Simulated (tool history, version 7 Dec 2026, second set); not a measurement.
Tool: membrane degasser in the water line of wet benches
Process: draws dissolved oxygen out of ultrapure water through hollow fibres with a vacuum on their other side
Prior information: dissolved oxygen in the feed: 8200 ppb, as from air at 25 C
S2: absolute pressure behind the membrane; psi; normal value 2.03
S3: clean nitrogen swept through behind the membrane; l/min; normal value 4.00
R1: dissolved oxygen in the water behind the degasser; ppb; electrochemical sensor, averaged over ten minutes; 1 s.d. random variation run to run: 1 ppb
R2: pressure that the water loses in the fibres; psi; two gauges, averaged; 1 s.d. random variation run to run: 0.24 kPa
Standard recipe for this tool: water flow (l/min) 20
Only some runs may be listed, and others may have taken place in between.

run 1 hour=0.0 | water_flow_(l/min)=20 S2=2.03 S3=4.00 | R1=148.8 R2=9.111
run 2 hour=174.4 | water_flow_(l/min)=20 S2=2.03 S3=4.00 | R1=147.3 R2=9.081
run 3 hour=280.6 | water_flow_(l/min)=20 S2=2.03 S3=4.00 | R1=148.4 R2=9.001
run 4 hour=414.6 | water_flow_(l/min)=20 S2=2.03 S3=4.00 | R1=149.5 R2=9.018
run 5 hour=581.1 | water_flow_(l/min)=20 S2=2.03 S3=4.00 | R1=148.3 R2=9.072
run 6 hour=722.8 | water_flow_(l/min)=20 S2=2.03 S3=4.00 | R1=148.1 R2=9.085
run 7 hour=938.4 | water_flow_(l/min)=20 S2=2.03 S3=4.00 | R1=150.0 R2=9.063
-- hour=1047.1 vacuum gauge calibrated
run 8 hour=1055.6 | water_flow_(l/min)=20 S2=2.03 S3=4.00 | R1=149.9 R2=9.056
run 9 hour=1274.0 | water_flow_(l/min)=20 S2=2.03 S3=2.52 | R1=217.5 R2=9.027
run 10 hour=1445.3 | water_flow_(l/min)=20 S2=2.03 S3=2.52 | R1=217.8 R2=9.021
run 11 hour=1647.6 | water_flow_(l/min)=19 S2=2.03 S3=4.00 | R1=137.8 R2=8.660
run 12 hour=1760.8 | water_flow_(l/min)=19 S2=2.03 S3=4.00 | R1=138.8 R2=8.551
run 13 hour=1951.1 | water_flow_(l/min)=19 S2=2.03 S3=4.00 | R1=140.0 R2=8.617
run 14 hour=2057.5 | water_flow_(l/min)=20 S2=2.03 S3=4.00 | R1=148.8 R2=9.097
run 15 hour=2248.5 | water_flow_(l/min)=20 S2=2.03 S3=4.00 | R1=149.8 R2=9.153
run 16 hour=2438.7 | water_flow_(l/min)=20 S2=2.03 S3=4.00 | R1=150.0 R2=9.021
run 17 hour=2603.0 | water_flow_(l/min)=20 S2=2.03 S3=4.00 | R1=148.0 R2=9.021
run 18 hour=2750.6 | water_flow_(l/min)=16 S2=2.03 S3=3.90 | R1=113.1 R2=7.240
run 19 hour=2908.2 | water_flow_(l/min)=16 S2=2.03 S3=3.90 | R1=113.4 R2=7.242
run 20 hour=3089.4 | water_flow_(l/min)=17 S2=3.74 S3=4.98 | R1=196.4 R2=7.651
run 21 hour=3178.8 | water_flow_(l/min)=20 S2=1.28 S3=5.20 | R1=72.5 R2=9.036
run 22 hour=3368.3 | water_flow_(l/min)=20 S2=3.83 S3=2.62 | R1=424.8 R2=9.100
run 23 hour=3517.7 | water_flow_(l/min)=19 S2=2.03 S3=2.09 | R1=245.5 R2=8.596
run 24 hour=3695.6 | water_flow_(l/min)=19 S2=3.09 S3=3.86 | R1=231.1 R2=8.605
run 25 hour=3867.0 | water_flow_(l/min)=14 S2=2.48 S3=6.45 | R1=77.6 R2=6.282
run 26 hour=3977.2 | water_flow_(l/min)=14 S2=2.48 S3=6.45 | R1=77.4 R2=6.369
run 27 hour=4134.4 | water_flow_(l/min)=14 S2=3.18 S3=2.33 | R1=271.3 R2=6.335
run 28 hour=4276.3 | water_flow_(l/min)=14 S2=3.18 S3=2.33 | R1=273.4 R2=6.350
run 29 hour=4484.4 | water_flow_(l/min)=14 S2=2.96 S3=1.91 | R1=295.7 R2=6.321
run 30 hour=4652.4 | water_flow_(l/min)=14 S2=2.96 S3=1.91 | R1=299.2 R2=6.331
-- hour=4703.9 vacuum gauge calibrated
run 31 hour=4811.5 | water_flow_(l/min)=22 S2=1.61 S3=6.43 | R1=96.5 R2=9.934
run 32 hour=4980.1 | water_flow_(l/min)=20 S2=4.83 S3=4.51 | R1=332.8 R2=9.018

Below are 3 alternative next runs, each starting from the tool's condition after run 32. Predict each:
run A hour=5136.5 | water_flow_(l/min)=13 S2=5.00 S3=4.51 | R1=? R2=?
run B hour=5136.5 | water_flow_(l/min)=30 S2=1.77 S3=4.51 | R1=? R2=?
run C hour=5136.5 | water_flow_(l/min)=13 S2=2.44 S3=4.00 | R1=? R2=?

run=A R1=219.8 R2=5.915
run=B R1=238.8 R2=13.615
run=C R1=107.6 R2=5.900
With the hidden condition removed and each run's random variation left untouched, the same runs would have given:
run=A R1=219.6 R2=5.906
run=B R1=238.2 R2=13.596
run=C R1=107.6 R2=5.891

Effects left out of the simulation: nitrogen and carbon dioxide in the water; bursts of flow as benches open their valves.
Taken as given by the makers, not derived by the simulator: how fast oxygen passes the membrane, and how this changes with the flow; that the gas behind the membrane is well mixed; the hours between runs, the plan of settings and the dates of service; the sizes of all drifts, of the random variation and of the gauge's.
